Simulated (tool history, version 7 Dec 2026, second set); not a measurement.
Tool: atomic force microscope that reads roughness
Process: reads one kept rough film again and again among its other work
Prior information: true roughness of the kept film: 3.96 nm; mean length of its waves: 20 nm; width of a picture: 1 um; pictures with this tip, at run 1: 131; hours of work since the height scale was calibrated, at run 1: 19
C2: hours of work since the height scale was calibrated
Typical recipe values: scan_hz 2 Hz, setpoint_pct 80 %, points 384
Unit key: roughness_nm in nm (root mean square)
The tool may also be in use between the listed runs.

run 1 hour=0 | scan_hz=2 setpoint_pct=80 points=384 | pictures_with_this_tip=131 C2=19 | roughness_nm=1.84
run 2 hour=8.3 | scan_hz=2.37 setpoint_pct=80 points=384 | pictures_with_this_tip=140 C2=24 | roughness_nm=1.765
run 3 hour=16.1 | scan_hz=2.37 setpoint_pct=80 points=418 | pictures_with_this_tip=149 C2=29 | roughness_nm=1.729
run 4 hour=20.5 | scan_hz=2.37 setpoint_pct=80 points=418 | pictures_with_this_tip=154 C2=32 | roughness_nm=1.721
run 5 hour=28.9 | scan_hz=1.53 setpoint_pct=80 points=418 | pictures_with_this_tip=164 C2=37 | roughness_nm=1.817
-- hour=30.5 height scale calibrated on a step standard
run 6 hour=38.5 | scan_hz=2 setpoint_pct=64 points=384 | pictures_with_this_tip=174 C2=5 | roughness_nm=1.907
run 7 hour=44.3 | scan_hz=2 setpoint_pct=64 points=384 | pictures_with_this_tip=180 C2=9 | roughness_nm=1.896
run 8 hour=48.7 | scan_hz=0.76 setpoint_pct=76 points=384 | pictures_with_this_tip=185 C2=11 | roughness_nm=1.908
run 9 hour=57.1 | scan_hz=1.53 setpoint_pct=80 points=392 | pictures_with_this_tip=195 C2=17 | roughness_nm=1.727
run 10 hour=62.6 | scan_hz=1.53 setpoint_pct=80 points=392 | pictures_with_this_tip=201 C2=20 | roughness_nm=1.706
run 11 hour=69.7 | scan_hz=1.53 setpoint_pct=80 points=392 | pictures_with_this_tip=209 C2=24 | roughness_nm=1.703

Consider 4 possible next runs. They are alternatives, not a sequence: every one starts from the tool as it was left by run 11. What does each give?
run A hour=74.1 | scan_hz=2 setpoint_pct=77 points=384 | pictures_with_this_tip=214 C2=27 | roughness_nm=?
run B hour=74.1 | scan_hz=2 setpoint_pct=80 points=384 | pictures_with_this_tip=214 C2=27 | roughness_nm=?
run C hour=74.1 | scan_hz=2 setpoint_pct=80 points=770 | pictures_with_this_tip=214 C2=27 | roughness_nm=?
run D hour=74.1 | scan_hz=3.56 setpoint_pct=80 points=384 | pictures_with_this_tip=214 C2=27 | roughness_nm=?

run=A roughness_nm=1.639
run=B roughness_nm=1.586
run=C roughness_nm=1.625
run=D roughness_nm=1.394
The same runs, with their run-to-run variation unchanged, on a tool lacking any hidden condition would have given:
run=A roughness_nm=2.552
run=B roughness_nm=2.472
run=C roughness_nm=2.532
run=D roughness_nm=2.171
